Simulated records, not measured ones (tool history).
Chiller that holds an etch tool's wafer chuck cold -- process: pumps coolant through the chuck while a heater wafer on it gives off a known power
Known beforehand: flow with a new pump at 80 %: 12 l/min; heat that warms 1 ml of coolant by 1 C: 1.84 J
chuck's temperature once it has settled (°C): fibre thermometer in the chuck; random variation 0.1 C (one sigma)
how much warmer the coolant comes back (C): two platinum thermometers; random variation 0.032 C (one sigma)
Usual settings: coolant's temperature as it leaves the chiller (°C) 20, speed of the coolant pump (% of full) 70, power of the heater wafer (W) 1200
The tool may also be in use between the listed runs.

run	hour	coolant's temperature as it leaves the chiller (°C)	speed of the coolant pump (% of full)	power of the heater wafer (W)	chuck's temperature once it has settled (°C)	how much warmer the coolant comes back (C)
1	0.0	20	70	1200	29.5	3.93
2	93.3	10	70	1200	19.5	3.92
3	207.4	10	70	1200	19.5	3.94
4	357.7	10	70	1200	19.3	3.91
5	512.9	10	70	1200	19.5	3.91
6	672.9	10	70	1200	19.5	3.92
7	779.1	10	70	1200	19.5	3.93
8	994.4	20	70	638	25.2	2.09
9	1172.5	20	70	638	25.1	2.06
10	1380.9	20	70	638	25.0	2.10
11	1524.1	20	94	638	24.3	1.58
12	1681.9	20	94	638	24.2	1.54
13	1890.1	28	70	1200	37.7	3.93
14	1986.3	20	75	1200	29.4	3.64
15	2117.8	20	75	1200	29.5	3.76
16	2272.5	15	75	1200	24.2	3.69
17	2427.4	22	74	602	26.9	1.88
18	2618.5	14	87	824	20.1	2.16
19	2770.4	14	87	824	19.9	2.16
20	2977.9	15	67	1200	25.1	4.28
21	3067.5	24	68	1200	34.1	4.12
22	3258.1	24	68	1200	34.2	4.13
23	3450.1	19	93	797	24.6	1.99
24	3564.1	16	62	797	23.3	3.02
25	3774.1	16	62	1445	29.2	5.54
26	3972.5	16	83	828	22.3	2.32
27	4134.2	16	62	944	24.8	3.54
28	4347.8	16	76	799	22.6	2.45
29	4521.7	15	76	799	21.4	2.48

Taken out of this log: 2 entries between the listed runs. Where each belongs, and how the hidden state differs across it:
From run 3 to run 4: chiller's thermometer calibrated (hour 357.7)
  heat passed by the chuck's channels, % of clean ones': 97.3 -> 97.1; flow at a given pump speed, % of a new pump's: 95.7 -> 95.6; coolant's true temperature over the reading, C: 0.13 -> 0.02
  measured value less the no-hidden-state value, chuck's temperature once it has settled (°C): +0.6 -> +0.5; how much warmer the coolant comes back (C): +0.17 -> +0.17
From run 17 to run 18: chiller's thermometer calibrated (hour 2546.5)
  heat passed by the chuck's channels, % of clean ones': 93.7 -> 93.4; flow at a given pump speed, % of a new pump's: 94.1 -> 94; coolant's true temperature over the reading, C: 0.23 -> 0.11
  measured value less the no-hidden-state value, chuck's temperature once it has settled (°C): +0.6 -> +0.6; how much warmer the coolant comes back (C): +0.11 -> +0.13
